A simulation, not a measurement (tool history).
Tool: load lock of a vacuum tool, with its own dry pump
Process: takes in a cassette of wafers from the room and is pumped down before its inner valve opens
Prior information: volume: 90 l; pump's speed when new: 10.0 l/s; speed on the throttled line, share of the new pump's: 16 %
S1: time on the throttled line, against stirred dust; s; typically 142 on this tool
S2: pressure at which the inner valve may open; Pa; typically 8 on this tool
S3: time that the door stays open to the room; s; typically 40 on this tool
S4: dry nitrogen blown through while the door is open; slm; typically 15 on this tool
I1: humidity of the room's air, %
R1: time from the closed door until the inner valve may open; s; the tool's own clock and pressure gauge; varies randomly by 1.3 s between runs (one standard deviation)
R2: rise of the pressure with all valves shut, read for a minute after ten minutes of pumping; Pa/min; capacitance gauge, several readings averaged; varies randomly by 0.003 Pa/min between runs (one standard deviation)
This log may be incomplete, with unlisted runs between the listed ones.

{"run": 1, "hour": 0.0, "S1": 142, "S2": 8, "S3": 40, "S4": 15, "I1": 42.6, "R1": 207.1, "R2": 0.02}
{"run": 2, "hour": 200.4, "S1": 142, "S2": 8, "S3": 40, "S4": 15, "I1": 45.2, "R1": 206.0, "R2": 0.024}
{"run": 3, "hour": 402.8, "S1": 142, "S2": 8, "S3": 40, "S4": 15, "I1": 42.1, "R1": 203.8, "R2": 0.025}
{"run": 4, "hour": 610.4, "S1": 142, "S2": 8, "S3": 40, "S4": 15, "I1": 45.6, "R1": 204.9, "R2": 0.014}
{"run": 5, "hour": 741.1, "S1": 142, "S2": 8, "S3": 40, "S4": 15, "I1": 44.6, "R1": 204.4, "R2": 0.023}
{"run": 6, "hour": 877.7, "S1": 245, "S2": 8, "S3": 40, "S4": 15, "I1": 46.3, "R1": 292.5, "R2": 0.019}
{"run": 7, "hour": 993.0, "S1": 142, "S2": 8, "S3": 40, "S4": 15, "I1": 42.5, "R1": 203.5, "R2": 0.02}
{"run": 8, "hour": 1200.9, "S1": 142, "S2": 8, "S3": 40, "S4": 15, "I1": 46.4, "R1": 206.0, "R2": 0.024}
{"run": 9, "hour": 1384.9, "S1": 142, "S2": 8, "S3": 128, "S4": 15, "I1": 44.9, "R1": 206.1, "R2": 0.037}
{"run": 10, "hour": 1492.8, "S1": 142, "S2": 8, "S3": 128, "S4": 15, "I1": 45.5, "R1": 205.4, "R2": 0.037}
{"run": 11, "hour": 1644.2, "S1": 142, "S2": 8, "S3": 128, "S4": 15, "I1": 46.9, "R1": 204.3, "R2": 0.042}
{"run": 12, "hour": 1836.3, "S1": 142, "S2": 8, "S3": 167, "S4": 15, "I1": 45.1, "R1": 205.3, "R2": 0.048}
{"run": 13, "hour": 2081.0, "S1": 142, "S2": 8, "S3": 167, "S4": 15, "I1": 43.4, "R1": 203.8, "R2": 0.052}
{"run": 14, "hour": 2204.7, "S1": 142, "S2": 13, "S3": 42, "S4": 15, "I1": 45.4, "R1": 202.9, "R2": 0.023}
{"run": 15, "hour": 2393.9, "S1": 142, "S2": 11, "S3": 46, "S4": 15, "I1": 46.2, "R1": 200.5, "R2": 0.019}
{"run": 16, "hour": 2596.5, "S1": 240, "S2": 8, "S3": 40, "S4": 29, "I1": 44.3, "R1": 284.7, "R2": 0.015}
{"run": 17, "hour": 2753.7, "S1": 132, "S2": 15, "S3": 97, "S4": 4, "I1": 46.9, "R1": 192.4, "R2": 0.062}
{"run": 18, "hour": 2876.0, "S1": 78, "S2": 8, "S3": 58, "S4": 15, "I1": 45.0, "R1": 150.0, "R2": 0.027}
{"run": 19, "hour": 3077.6, "S1": 77, "S2": 8, "S3": 40, "S4": 15, "I1": 45.7, "R1": 151.9, "R2": 0.02}
{"run": 20, "hour": 3228.7, "S1": 142, "S2": 16, "S3": 74, "S4": 15, "I1": 40.6, "R1": 201.5, "R2": 0.025}
{"run": 21, "hour": 3450.3, "S1": 165, "S2": 11, "S3": 53, "S4": 10, "I1": 44.8, "R1": 224.4, "R2": 0.028}
{"run": 22, "hour": 3643.3, "S1": 114, "S2": 9, "S3": 170, "S4": 13, "I1": 48.0, "R1": 180.4, "R2": 0.058}
{"run": 23, "hour": 3820.3, "S1": 71, "S2": 8, "S3": 26, "S4": 13, "I1": 46.0, "R1": 145.6, "R2": 0.022}
{"run": 24, "hour": 4015.7, "S1": 71, "S2": 8, "S3": 26, "S4": 13, "I1": 46.6, "R1": 145.0, "R2": 0.023}
{"run": 25, "hour": 4260.6, "S1": 73, "S2": 8, "S3": 40, "S4": 9, "I1": 44.9, "R1": 147.1, "R2": 0.028}

Run by run, hidden condition taken away, random variation retained:
Unlogged tool condition in this case: pump's speed, % of a new pump's; leak at the door's seal, Pa l/s; drift of the gauge itself on ready_s, %; drift of the gauge itself on rise_pa_min, %.
run=1 R2=0.019
run=2 R2=0.023
run=3 R2=0.024
run=4 R2=0.013
run=5 R2=0.021
run=6 R2=0.017
run=7 R2=0.018
run=8 R2=0.022
run=9 R2=0.035
run=10 R2=0.036
run=11 R2=0.040
run=12 R2=0.046
run=13 R2=0.050
run=14 R2=0.021
run=15 R2=0.018
run=16 R2=0.013
run=17 R2=0.060
run=18 R2=0.025
run=19 R2=0.018
run=20 R2=0.023
run=21 R2=0.025
run=22 R2=0.055
run=23 R2=0.019
run=24 R2=0.021
run=25 R2=0.026
R1: at most 0.1 s away from the measurement, every run.
